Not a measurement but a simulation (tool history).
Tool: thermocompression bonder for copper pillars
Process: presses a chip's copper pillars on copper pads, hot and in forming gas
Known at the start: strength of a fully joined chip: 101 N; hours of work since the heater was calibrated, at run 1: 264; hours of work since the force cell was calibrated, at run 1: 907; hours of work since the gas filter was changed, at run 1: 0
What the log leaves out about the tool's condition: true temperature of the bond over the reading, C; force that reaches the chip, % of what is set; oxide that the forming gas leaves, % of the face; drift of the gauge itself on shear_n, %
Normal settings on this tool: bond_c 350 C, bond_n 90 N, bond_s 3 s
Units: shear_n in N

run	hour	bond_c	bond_n	bond_s	hours of work since the heater was calibrated	hours of work since the force cell was calibrated	hours of work since the gas filter was changed	shear_n
1	0.0	350	90	3	264	907	0	67.8
2	32.3	350	86	3	282	925	18	65.7
3	60.3	350	86	3	297	941	34	66.1
4	103.4	350	86	2	321	965	58	58.4
5	134.0	350	86	2	338	982	75	58.3
6	161.4	350	86	2	354	997	90	58.4
7	186.4	350	86	2	368	1011	104	58.3
# hour 216.3: forming gas filter changed
8	216.3	350	86	2	384	1028	0	58.5
9	259.7	338	90	3	408	1052	24	61.1
10	296.1	338	90	3	429	1072	45	61.1
11	321.2	338	90	3	443	1086	59	61.0
12	342.1	338	90	3	454	1098	70	60.9
13	361.9	338	90	3	465	1109	81	61.4
14	383.1	350	60	3	477	1121	93	52.7
15	413.9	350	90	3	494	1138	110	67.8
# hour 432.0: forming gas filter changed
16	432.0	350	65	3	504	1148	0	55.4
17	454.2	350	65	3	517	1160	12	55.3
18	477.5	350	65	3	530	1173	25	55.3
19	504.7	350	90	3	545	1188	41	67.8
20	530.1	350	81	3	559	1203	55	63.8
21	547.8	350	81	3	569	1213	65	63.5
22	569.9	364	62	2	581	1225	77	53.7
23	588.5	373	67	3	591	1235	87	68.3
24	618.4	373	67	8	608	1252	104	84.5
25	643.7	377	67	2	622	1266	118	62.9
# hour 647.8: forming gas filter changed
26	679.7	377	67	2	642	1286	18	63.1
27	718.4	371	90	8	664	1307	39	92.1
28	755.5	375	90	7	684	1328	60	91.4
29	784.3	371	90	4	700	1344	76	82.8
30	825.5	371	78	2	723	1367	99	65.9
31	852.7	371	78	2	739	1382	114	65.5
# hour 864.4: forming gas filter changed
32	893.7	360	100	3	761	1405	16	76.7
33	919.1	360	87	3	775	1419	31	71.6
34	948.5	360	87	3	792	1436	47	71.5
35	966.1	361	87	4	802	1445	57	76.8
36	988.6	326	77	3	814	1458	69	49.0
37	1007.7	326	77	3	825	1469	80	49.0
38	1042.6	326	68	5	844	1488	99	53.6
39	1079.3	350	90	3	865	1509	120	67.4

3 options for the next run, each taken on its own from the tool as it stands now. Forecast them:
# hour 1081.9: forming gas filter changed
A	1118.5	350	106	3	886	1530	20	?
# hour 1081.9: forming gas filter changed
B	1118.5	351	83	3	886	1530	20	?
# hour 1081.9: forming gas filter changed
C	1118.5	350	61	9	886	1530	20	?

run	shear_n
A	73.8
B	65.4
C	73.1
Had the tool no hidden state, the same runs would have come out as:
run	shear_n
A	73.6
B	65.2
C	73.0
